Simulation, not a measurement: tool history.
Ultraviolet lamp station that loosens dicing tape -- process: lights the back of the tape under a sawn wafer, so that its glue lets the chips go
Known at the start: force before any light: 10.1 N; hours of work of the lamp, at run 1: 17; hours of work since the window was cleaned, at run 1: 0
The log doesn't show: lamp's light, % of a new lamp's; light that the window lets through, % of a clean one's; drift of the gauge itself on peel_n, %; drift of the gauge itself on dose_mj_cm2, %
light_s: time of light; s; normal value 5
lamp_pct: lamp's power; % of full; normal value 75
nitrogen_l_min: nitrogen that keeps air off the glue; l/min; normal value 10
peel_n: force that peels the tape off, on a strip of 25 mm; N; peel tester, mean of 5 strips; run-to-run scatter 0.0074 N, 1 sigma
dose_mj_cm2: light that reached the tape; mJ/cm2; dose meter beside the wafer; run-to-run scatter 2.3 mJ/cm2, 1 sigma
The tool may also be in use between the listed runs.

run,hour,light_s,lamp_pct,nitrogen_l_min,hours of work of the lamp,hours of work since the window was cleaned,peel_n,dose_mj_cm2
1,0,5,75,10,17,0,0.275,208
2,14.8,5,75,10,27,10,0.281,206
3,22.6,5,75,10,32,15,0.286,207
4,32.4,9,75,10,39,22,0.177,372
5,46.2,9,75,10,48,31,0.19,373
6,59.9,9,75,10,57,40,0.178,365
7,70.2,5,75,5,64,47,0.513,205
8,84,5,75,5,73,56,0.543,202
9,96.6,5,75,5,82,65,0.538,199
10,104.1,5,93,5,87,70,0.345,245
11,115,5,93,5,94,77,0.349,243
12,123.7,5,93,5,100,83,0.353,244
13,138.6,5,93,5,110,93,0.368,242
14,152.5,5,93,5,119,102,0.377,239
15,166.2,5,93,5,128,112,0.379,236
16,175.3,5,75,10,135,118,0.313,191
17,185.8,5,75,10,142,125,0.347,184
18,195.5,5,75,10,148,131,0.335,190
19,209.5,5,75,10,157,140,0.333,186
20,222,5,75,10,166,149,0.34,186
21,234.4,6,75,10,174,157,0.259,221
22,241.1,4,71,10,179,162,0.642,140
23,251.3,5,87,10,186,169,0.278,213
# hour 253.1: window cleaned of glue's vapour
24,267.6,5,96,17,196,10,0.207,228
25,282.1,5,63,12,206,19,0.5,148
26,297.3,5,71,7,216,30,0.605,167
# hour 302.6: window cleaned of glue's vapour, once more
27,305.3,5,82,8,221,2,0.293,221
28,314.1,5,82,8,227,8,0.304,216
29,325.7,5,82,8,235,15,0.295,219
30,334.9,10,70,4,241,22,0.217,366
31,346.5,4,70,18,249,29,0.345,147
32,357.6,4,70,18,256,37,0.381,144
33,372.3,8,76,5,266,47,0.238,318
34,384.4,8,76,5,274,55,0.229,316
35,396.5,5,69,4,282,63,0.877,175
36,407,5,69,16,289,70,0.291,180
37,413.8,5,75,13,294,75,0.286,193
38,427.9,3,62,3,303,84,3.011,94
39,436.9,5,75,9,309,90,0.371,189
40,447.5,3,72,9,316,97,1.145,106
41,454.1,4,72,5,321,102,1.096,138
42,467.6,5,80,18,330,111,0.225,196

For each entry between runs, how does the tool's hidden state at the last listed run before it compare with that at the first listed run after it?
In the gap between runs 23 and 24: window cleaned of glue's vapour (hour 253.1)
  lamp's light, % of a new lamp's: 96.5 -> 96.3; light that the window lets through, % of a clean one's: 89.1 -> 87.2
  measured result minus the result with no hidden state, peel_n: +0.051 -> +0.016 N; dose_mj_cm2: -35 -> -43 mJ/cm2
In the gap between runs 26 and 27: window cleaned of glue's vapour, once more (hour 302.6)
  lamp's light, % of a new lamp's: 95.9 -> 95.8; light that the window lets through, % of a clean one's: 86 -> 99.6
  measured result minus the result with no hidden state, peel_n: +0.208 -> +0.023 N; dose_mj_cm2: -35 -> -10 mJ/cm2
